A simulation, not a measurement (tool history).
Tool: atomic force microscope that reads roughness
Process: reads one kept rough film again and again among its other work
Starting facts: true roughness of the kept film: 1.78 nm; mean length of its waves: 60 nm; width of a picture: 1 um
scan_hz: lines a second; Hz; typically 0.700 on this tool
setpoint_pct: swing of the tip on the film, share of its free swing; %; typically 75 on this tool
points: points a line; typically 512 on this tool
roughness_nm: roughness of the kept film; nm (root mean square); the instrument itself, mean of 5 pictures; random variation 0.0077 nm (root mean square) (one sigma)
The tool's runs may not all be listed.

run 1 hour=0.0 | scan_hz=0.700 setpoint_pct=75 points=512 | roughness_nm=1.663
run 2 hour=65.7 | scan_hz=0.700 setpoint_pct=75 points=512 | roughness_nm=1.628
run 3 hour=110.1 | scan_hz=0.700 setpoint_pct=75 points=512 | roughness_nm=1.577
run 4 hour=174.4 | scan_hz=0.700 setpoint_pct=75 points=512 | roughness_nm=1.642
run 5 hour=230.5 | scan_hz=0.700 setpoint_pct=75 points=512 | roughness_nm=1.596
run 6 hour=273.0 | scan_hz=0.700 setpoint_pct=80 points=512 | roughness_nm=1.638
run 7 hour=304.9 | scan_hz=0.700 setpoint_pct=75 points=512 | roughness_nm=1.646
run 8 hour=370.8 | scan_hz=0.700 setpoint_pct=75 points=512 | roughness_nm=1.583
run 9 hour=427.0 | scan_hz=0.700 setpoint_pct=75 points=512 | roughness_nm=1.645
run 10 hour=475.3 | scan_hz=0.598 setpoint_pct=75 points=512 | roughness_nm=1.638
run 11 hour=537.0 | scan_hz=0.598 setpoint_pct=75 points=512 | roughness_nm=1.648
run 12 hour=585.6 | scan_hz=0.598 setpoint_pct=75 points=512 | roughness_nm=1.624
run 13 hour=629.4 | scan_hz=0.598 setpoint_pct=75 points=512 | roughness_nm=1.597
run 14 hour=670.7 | scan_hz=0.700 setpoint_pct=75 points=512 | roughness_nm=1.643
run 15 hour=729.0 | scan_hz=0.700 setpoint_pct=75 points=512 | roughness_nm=1.600
run 16 hour=784.2 | scan_hz=0.700 setpoint_pct=75 points=512 | roughness_nm=1.543
run 17 hour=850.1 | scan_hz=0.700 setpoint_pct=75 points=512 | roughness_nm=1.610
run 18 hour=901.5 | scan_hz=0.700 setpoint_pct=75 points=512 | roughness_nm=1.542
run 19 hour=973.4 | scan_hz=0.700 setpoint_pct=75 points=512 | roughness_nm=1.615
run 20 hour=1010.9 | scan_hz=0.700 setpoint_pct=61 points=512 | roughness_nm=1.632
run 21 hour=1046.3 | scan_hz=1.361 setpoint_pct=61 points=512 | roughness_nm=1.558
run 22 hour=1100.3 | scan_hz=1.361 setpoint_pct=61 points=512 | roughness_nm=1.634
run 23 hour=1164.3 | scan_hz=1.361 setpoint_pct=61 points=512 | roughness_nm=1.565
run 24 hour=1206.3 | scan_hz=1.361 setpoint_pct=61 points=512 | roughness_nm=1.652
run 25 hour=1242.2 | scan_hz=1.361 setpoint_pct=61 points=512 | roughness_nm=1.615
run 26 hour=1299.3 | scan_hz=1.361 setpoint_pct=80 points=512 | roughness_nm=1.442
run 27 hour=1337.1 | scan_hz=1.361 setpoint_pct=80 points=512 | roughness_nm=1.510
run 28 hour=1386.9 | scan_hz=0.624 setpoint_pct=75 points=512 | roughness_nm=1.605
run 29 hour=1445.3 | scan_hz=0.624 setpoint_pct=75 points=512 | roughness_nm=1.582
run 30 hour=1495.8 | scan_hz=2.890 setpoint_pct=73 points=460 | roughness_nm=1.397
run 31 hour=1557.4 | scan_hz=2.890 setpoint_pct=73 points=460 | roughness_nm=1.361
run 32 hour=1629.6 | scan_hz=2.448 setpoint_pct=75 points=752 | roughness_nm=1.410
run 33 hour=1674.6 | scan_hz=2.448 setpoint_pct=75 points=752 | roughness_nm=1.391
run 34 hour=1739.1 | scan_hz=0.700 setpoint_pct=58 points=535 | roughness_nm=1.704
run 35 hour=1783.9 | scan_hz=1.533 setpoint_pct=58 points=348 | roughness_nm=1.631
run 36 hour=1848.6 | scan_hz=2.183 setpoint_pct=68 points=400 | roughness_nm=1.459
run 37 hour=1897.9 | scan_hz=3.009 setpoint_pct=57 points=512 | roughness_nm=1.575
run 38 hour=1947.9 | scan_hz=3.009 setpoint_pct=57 points=512 | roughness_nm=1.527
run 39 hour=1980.1 | scan_hz=3.009 setpoint_pct=57 points=512 | roughness_nm=1.514
run 40 hour=2039.1 | scan_hz=3.009 setpoint_pct=57 points=512 | roughness_nm=1.571
run 41 hour=2102.6 | scan_hz=1.650 setpoint_pct=88 points=512 | roughness_nm=1.292
run 42 hour=2142.2 | scan_hz=3.786 setpoint_pct=58 points=510 | roughness_nm=1.538
run 43 hour=2174.4 | scan_hz=0.843 setpoint_pct=75 points=764 | roughness_nm=1.585
run 44 hour=2229.3 | scan_hz=1.271 setpoint_pct=75 points=512 | roughness_nm=1.496
run 45 hour=2263.0 | scan_hz=0.931 setpoint_pct=75 points=677 | roughness_nm=1.615
run 46 hour=2307.5 | scan_hz=1.726 setpoint_pct=57 points=984 | roughness_nm=1.623
run 47 hour=2343.0 | scan_hz=1.726 setpoint_pct=57 points=984 | roughness_nm=1.600
run 48 hour=2388.2 | scan_hz=1.726 setpoint_pct=57 points=984 | roughness_nm=1.669
run 49 hour=2459.2 | scan_hz=2.258 setpoint_pct=57 points=305 | roughness_nm=1.593
run 50 hour=2496.3 | scan_hz=2.258 setpoint_pct=57 points=305 | roughness_nm=1.577
run 51 hour=2539.7 | scan_hz=1.143 setpoint_pct=73 points=263 | roughness_nm=1.602
run 52 hour=2603.9 | scan_hz=1.143 setpoint_pct=62 points=374 | roughness_nm=1.617

Not shown here: 20 entries made in the log between runs. Locate each between two listed runs and compare the hidden state at the listed run before it with the hidden state at the listed run after it:
After run 3, before run 4: new tip fitted (hour 135.8)
  radius of the tip, nm: 36.7 -> 21.4; height scale over the true one, %: 1.8 -> 1.85
  what was measured, less what the result would be without the hidden state, roughness_nm: -0.051 -> -0.006 nm (root mean square)
After run 5, before run 6: new tip fitted (hour 267.7)
  radius of the tip, nm: 35.1 -> 12.2; height scale over the true one, %: 1.88 -> 1.92
  what was measured, less what the result would be without the hidden state, roughness_nm: -0.045 -> +0.024 nm (root mean square)
After run 8, before run 9: new tip fitted (hour 397.9)
  radius of the tip, nm: 39.5 -> 18.5; height scale over the true one, %: 1.98 -> 2.02
  what was measured, less what the result would be without the hidden state, roughness_nm: -0.057 -> +0.006 nm (root mean square)
After run 10, before run 11: height scale calibrated on a step standard (hour 510.8); new tip fitted (hour 533.4)
  radius of the tip, nm: 30.5 -> 10.8; height scale over the true one, %: 2.05 -> 0.1
  what was measured, less what the result would be without the hidden state, roughness_nm: -0.030 -> -0.001 nm (root mean square)
After run 13, before run 14: new tip fitted (hour 664.3)
  radius of the tip, nm: 34.9 -> 11.4; height scale over the true one, %: 0.16 -> 0.19
  what was measured, less what the result would be without the hidden state, roughness_nm: -0.074 -> -0.002 nm (root mean square)
After run 16, before run 17: new tip fitted (hour 795.4)
  radius of the tip, nm: 41.2 -> 26.4; height scale over the true one, %: 0.27 -> 0.31
  what was measured, less what the result would be without the hidden state, roughness_nm: -0.089 -> -0.045 nm (root mean square)
After run 18, before run 19: new tip fitted (hour 926.5)
  radius of the tip, nm: 40.3 -> 22.6; height scale over the true one, %: 0.34 -> 0.39
  what was measured, less what the result would be without the hidden state, roughness_nm: -0.084 -> -0.033 nm (root mean square)
After run 21, before run 22: new tip fitted (hour 1060.2)
  radius of the tip, nm: 41.2 -> 21.2; height scale over the true one, %: 0.44 -> 0.48
  what was measured, less what the result would be without the hidden state, roughness_nm: -0.086 -> -0.028 nm (root mean square)
After run 23, before run 24: new tip fitted (hour 1191.4)
  radius of the tip, nm: 39.2 -> 14.4; height scale over the true one, %: 0.52 -> 0.55
  what was measured, less what the result would be without the hidden state, roughness_nm: -0.079 -> -0.004 nm (root mean square)
After run 26, before run 27: new tip fitted (hour 1326.3)
  radius of the tip, nm: 38.5 -> 13.4; height scale over the true one, %: 0.62 -> 0.64
  what was measured, less what the result would be without the hidden state, roughness_nm: -0.069 -> +0.000 nm (root mean square)
After run 29, before run 30: new tip fitted (hour 1460.3)
  radius of the tip, nm: 40.2 -> 19; height scale over the true one, %: 0.72 -> 0.76
  what was measured, less what the result would be without the hidden state, roughness_nm: -0.079 -> -0.014 nm (root mean square)
After run 31, before run 32: new tip fitted (hour 1590.9)
  radius of the tip, nm: 35.1 -> 19.8; height scale over the true one, %: 0.8 -> 0.85
  what was measured, less what the result would be without the hidden state, roughness_nm: -0.054 -> -0.015 nm (root mean square)
After run 33, before run 34: new tip fitted (hour 1722.3)
  radius of the tip, nm: 32.3 -> 15.9; height scale over the true one, %: 0.88 -> 0.93
  what was measured, less what the result would be without the hidden state, roughness_nm: -0.047 -> -0.003 nm (root mean square)
After run 36, before run 37: new tip fitted (hour 1852.6)
  radius of the tip, nm: 45.7 -> 22.8; height scale over the true one, %: 1 -> 1.03
  what was measured, less what the result would be without the hidden state, roughness_nm: -0.085 -> -0.022 nm (root mean square)
After run 39, before run 40: new tip fitted (hour 1985.8)
  radius of the tip, nm: 43.5 -> 25.8; height scale over the true one, %: 1.09 -> 1.13
  what was measured, less what the result would be without the hidden state, roughness_nm: -0.080 -> -0.029 nm (root mean square)
After run 41, before run 42: new tip fitted (hour 2119.4)
  radius of the tip, nm: 42.2 -> 17.5; height scale over the true one, %: 1.17 -> 1.2
  what was measured, less what the result would be without the hidden state, roughness_nm: -0.064 -> -0.004 nm (root mean square)
After run 44, before run 45: new tip fitted (hour 2249.8)
  radius of the tip, nm: 42 -> 14.6; height scale over the true one, %: 1.26 -> 1.28
  what was measured, less what the result would be without the hidden state, roughness_nm: -0.073 -> +0.006 nm (root mean square)
After run 47, before run 48: new tip fitted (hour 2380.9)
  radius of the tip, nm: 34.3 -> 12.4; height scale over the true one, %: 1.34 -> 1.37
  what was measured, less what the result would be without the hidden state, roughness_nm: -0.052 -> +0.015 nm (root mean square)
After run 50, before run 51: new tip fitted (hour 2516.5)
  radius of the tip, nm: 40.7 -> 16.7; height scale over the true one, %: 1.44 -> 1.47
  what was measured, less what the result would be without the hidden state, roughness_nm: -0.069 -> +0.003 nm (root mean square)
